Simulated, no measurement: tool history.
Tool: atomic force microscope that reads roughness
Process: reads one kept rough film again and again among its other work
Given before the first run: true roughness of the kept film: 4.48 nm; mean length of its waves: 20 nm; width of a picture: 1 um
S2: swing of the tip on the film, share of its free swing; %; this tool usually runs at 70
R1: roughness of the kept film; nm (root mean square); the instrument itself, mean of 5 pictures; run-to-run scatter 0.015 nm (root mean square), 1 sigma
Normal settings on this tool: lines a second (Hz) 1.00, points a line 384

{"run": 1, "hour": 0.0, "lines a second (Hz)": 1.0, "S2": 70, "points a line": 384, "R1": 2.83}
{"run": 2, "hour": 34.8, "lines a second (Hz)": 1.0, "S2": 70, "points a line": 384, "R1": 2.69}
{"run": 3, "hour": 60.1, "lines a second (Hz)": 1.0, "S2": 70, "points a line": 384, "R1": 2.594}
{"run": 4, "hour": 97.2, "lines a second (Hz)": 1.0, "S2": 70, "points a line": 384, "R1": 2.475}
{"run": 5, "hour": 131.6, "lines a second (Hz)": 1.0, "S2": 70, "points a line": 454, "R1": 2.366}
{"run": 6, "hour": 160.5, "lines a second (Hz)": 0.66, "S2": 70, "points a line": 454, "R1": 2.333}
{"hour": 182.6, "done": "new tip fitted"}
{"run": 7, "hour": 185.3, "lines a second (Hz)": 0.66, "S2": 70, "points a line": 454, "R1": 3.485}
{"run": 8, "hour": 203.1, "lines a second (Hz)": 0.66, "S2": 70, "points a line": 454, "R1": 3.383}
{"run": 9, "hour": 233.0, "lines a second (Hz)": 0.66, "S2": 70, "points a line": 454, "R1": 3.226}
{"run": 10, "hour": 254.9, "lines a second (Hz)": 1.0, "S2": 74, "points a line": 384, "R1": 3.016}
{"run": 11, "hour": 270.0, "lines a second (Hz)": 1.0, "S2": 74, "points a line": 384, "R1": 2.948}
{"run": 12, "hour": 298.1, "lines a second (Hz)": 1.0, "S2": 74, "points a line": 384, "R1": 2.818}
{"run": 13, "hour": 330.3, "lines a second (Hz)": 1.0, "S2": 70, "points a line": 384, "R1": 2.734}
{"run": 14, "hour": 347.2, "lines a second (Hz)": 1.0, "S2": 70, "points a line": 384, "R1": 2.655}
{"run": 15, "hour": 374.0, "lines a second (Hz)": 1.0, "S2": 70, "points a line": 384, "R1": 2.58}
{"run": 16, "hour": 411.2, "lines a second (Hz)": 1.0, "S2": 70, "points a line": 384, "R1": 2.434}
{"run": 17, "hour": 448.4, "lines a second (Hz)": 1.0, "S2": 78, "points a line": 384, "R1": 2.257}
{"run": 18, "hour": 472.7, "lines a second (Hz)": 1.0, "S2": 83, "points a line": 384, "R1": 2.189}
{"run": 19, "hour": 495.1, "lines a second (Hz)": 1.0, "S2": 83, "points a line": 384, "R1": 2.103}
{"run": 20, "hour": 525.6, "lines a second (Hz)": 1.1, "S2": 70, "points a line": 384, "R1": 2.087}
{"hour": 529.5, "done": "new tip fitted"}
{"run": 21, "hour": 561.4, "lines a second (Hz)": 1.1, "S2": 70, "points a line": 384, "R1": 3.277}
{"run": 22, "hour": 583.1, "lines a second (Hz)": 1.0, "S2": 70, "points a line": 444, "R1": 3.207}
{"run": 23, "hour": 603.0, "lines a second (Hz)": 1.0, "S2": 70, "points a line": 444, "R1": 3.056}
{"run": 24, "hour": 623.8, "lines a second (Hz)": 1.0, "S2": 70, "points a line": 444, "R1": 2.984}
{"run": 25, "hour": 652.4, "lines a second (Hz)": 1.0, "S2": 70, "points a line": 400, "R1": 2.832}
{"run": 26, "hour": 673.0, "lines a second (Hz)": 1.0, "S2": 70, "points a line": 400, "R1": 2.747}
{"run": 27, "hour": 705.4, "lines a second (Hz)": 1.0, "S2": 70, "points a line": 400, "R1": 2.609}
{"run": 28, "hour": 738.1, "lines a second (Hz)": 1.0, "S2": 70, "points a line": 400, "R1": 2.501}
{"run": 29, "hour": 758.5, "lines a second (Hz)": 1.0, "S2": 67, "points a line": 384, "R1": 2.465}
{"run": 30, "hour": 787.0, "lines a second (Hz)": 0.79, "S2": 64, "points a line": 648, "R1": 2.412}
{"run": 31, "hour": 808.3, "lines a second (Hz)": 1.57, "S2": 90, "points a line": 502, "R1": 2.135}
{"run": 32, "hour": 828.6, "lines a second (Hz)": 0.91, "S2": 90, "points a line": 387, "R1": 2.155}
{"run": 33, "hour": 846.4, "lines a second (Hz)": 0.81, "S2": 80, "points a line": 912, "R1": 2.193}
{"run": 34, "hour": 866.8, "lines a second (Hz)": 1.35, "S2": 70, "points a line": 384, "R1": 2.116}
{"hour": 874.3, "done": "new tip fitted"}
{"run": 35, "hour": 892.6, "lines a second (Hz)": 0.82, "S2": 69, "points a line": 384, "R1": 3.32}
{"hour": 895.9, "done": "height scale calibrated on a step standard"}
{"run": 36, "hour": 915.3, "lines a second (Hz)": 3.44, "S2": 64, "points a line": 499, "R1": 3.064}
{"run": 37, "hour": 945.4, "lines a second (Hz)": 3.44, "S2": 64, "points a line": 499, "R1": 2.933}
{"run": 38, "hour": 975.3, "lines a second (Hz)": 0.64, "S2": 69, "points a line": 581, "R1": 2.951}
{"run": 39, "hour": 990.3, "lines a second (Hz)": 0.61, "S2": 76, "points a line": 848, "R1": 2.874}
{"run": 40, "hour": 1017.5, "lines a second (Hz)": 2.06, "S2": 55, "points a line": 848, "R1": 2.751}
{"run": 41, "hour": 1034.8, "lines a second (Hz)": 2.06, "S2": 55, "points a line": 848, "R1": 2.691}
{"run": 42, "hour": 1058.3, "lines a second (Hz)": 2.06, "S2": 55, "points a line": 848, "R1": 2.579}
{"run": 43, "hour": 1082.1, "lines a second (Hz)": 1.52, "S2": 58, "points a line": 381, "R1": 2.47}
{"run": 44, "hour": 1114.3, "lines a second (Hz)": 0.88, "S2": 65, "points a line": 278, "R1": 2.332}
{"hour": 1122.6, "done": "height scale calibrated on a step standard, once more"}
{"run": 45, "hour": 1140.2, "lines a second (Hz)": 1.62, "S2": 59, "points a line": 278, "R1": 2.258}
{"run": 46, "hour": 1157.7, "lines a second (Hz)": 1.0, "S2": 88, "points a line": 568, "R1": 2.17}
{"run": 47, "hour": 1180.7, "lines a second (Hz)": 1.21, "S2": 75, "points a line": 701, "R1": 2.152}
{"run": 48, "hour": 1210.0, "lines a second (Hz)": 1.11, "S2": 70, "points a line": 278, "R1": 2.084}
{"hour": 1220.3, "done": "new tip fitted"}
{"run": 49, "hour": 1239.1, "lines a second (Hz)": 0.68, "S2": 70, "points a line": 678, "R1": 3.433}
{"run": 50, "hour": 1255.9, "lines a second (Hz)": 0.57, "S2": 67, "points a line": 384, "R1": 3.324}
{"run": 51, "hour": 1275.2, "lines a second (Hz)": 0.57, "S2": 67, "points a line": 384, "R1": 3.203}
{"run": 52, "hour": 1290.2, "lines a second (Hz)": 0.57, "S2": 67, "points a line": 384, "R1": 3.119}
{"run": 53, "hour": 1316.7, "lines a second (Hz)": 0.57, "S2": 67, "points a line": 384, "R1": 2.955}

Each row is a separate what-if for the run after 53, all from the same tool condition, not one after another. Results?
{"run": "A", "hour": 1342.5, "lines a second (Hz)": 0.73, "S2": 70, "points a line": 384, "R1": "?"}
{"run": "B", "hour": 1342.5, "lines a second (Hz)": 1.91, "S2": 70, "points a line": 384, "R1": "?"}
{"run": "C", "hour": 1342.5, "lines a second (Hz)": 2.89, "S2": 83, "points a line": 466, "R1": "?"}
{"run": "D", "hour": 1342.5, "lines a second (Hz)": 1.01, "S2": 77, "points a line": 481, "R1": "?"}

run=A R1=2.803
run=B R1=2.718
run=C R1=2.473
run=D R1=2.775
With no hidden state in the tool, these same runs would have given:
run=A R1=3.508
run=B R1=3.400
run=C R1=3.094
run=D R1=3.472
